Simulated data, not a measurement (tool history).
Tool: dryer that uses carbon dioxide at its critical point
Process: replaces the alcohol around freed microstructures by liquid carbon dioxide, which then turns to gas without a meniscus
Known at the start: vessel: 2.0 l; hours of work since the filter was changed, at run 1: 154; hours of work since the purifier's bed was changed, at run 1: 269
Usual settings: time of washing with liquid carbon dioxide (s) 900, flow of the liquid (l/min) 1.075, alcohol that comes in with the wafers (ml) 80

run,hour,time of washing with liquid carbon dioxide (s),flow of the liquid (l/min),alcohol that comes in with the wafers (ml),hours of work since the filter was changed,hours of work since the purifier's bed was changed,alcohol left in the vessel before it's heated (ppm by volume)
1,0.0,900,1.075,80,154,269,76
2,16.2,900,0.930,80,165,281,114
3,29.4,900,1.330,80,175,290,73
4,44.8,900,1.075,80,186,301,92
5,55.5,900,1.075,80,193,309,92
6,67.6,900,1.075,80,202,317,91
7,79.0,900,1.075,80,210,325,92
8,90.2,660,1.075,80,218,333,234
9,105.4,660,1.075,80,229,344,236
10,113.2,660,1.075,80,234,350,248
11,128.8,660,1.075,80,246,361,245
12,136.1,1080,1.075,80,251,366,91
13,148.8,780,1.075,103,260,375,167
14,157.0,1020,1.360,27,266,381,86
15,166.0,900,1.410,103,272,387,88
16,176.3,900,1.710,94,279,395,84
17,188.5,900,1.710,30,288,403,95
18,203.5,600,1.075,46,299,414,253
19,216.7,1440,0.930,37,308,424,103
20,223.5,1440,0.930,37,313,428,94
21,232.6,1200,1.820,56,320,435,109
22,241.9,1200,1.820,56,326,442,93

Forecast each of these 4 alternatives for the next run:
A,252.2,1200,1.010,21,334,449,?
B,252.2,1200,0.990,107,334,449,?
C,252.2,840,0.730,56,334,449,?
D,252.2,840,1.820,21,334,449,?

run,alcohol left in the vessel before it's heated (ppm by volume)
A,105
B,110
C,357
D,91
Without the tool's hidden state the same runs would have given:
run,alcohol left in the vessel before it's heated (ppm by volume)
A,9
B,13
C,165
D,0
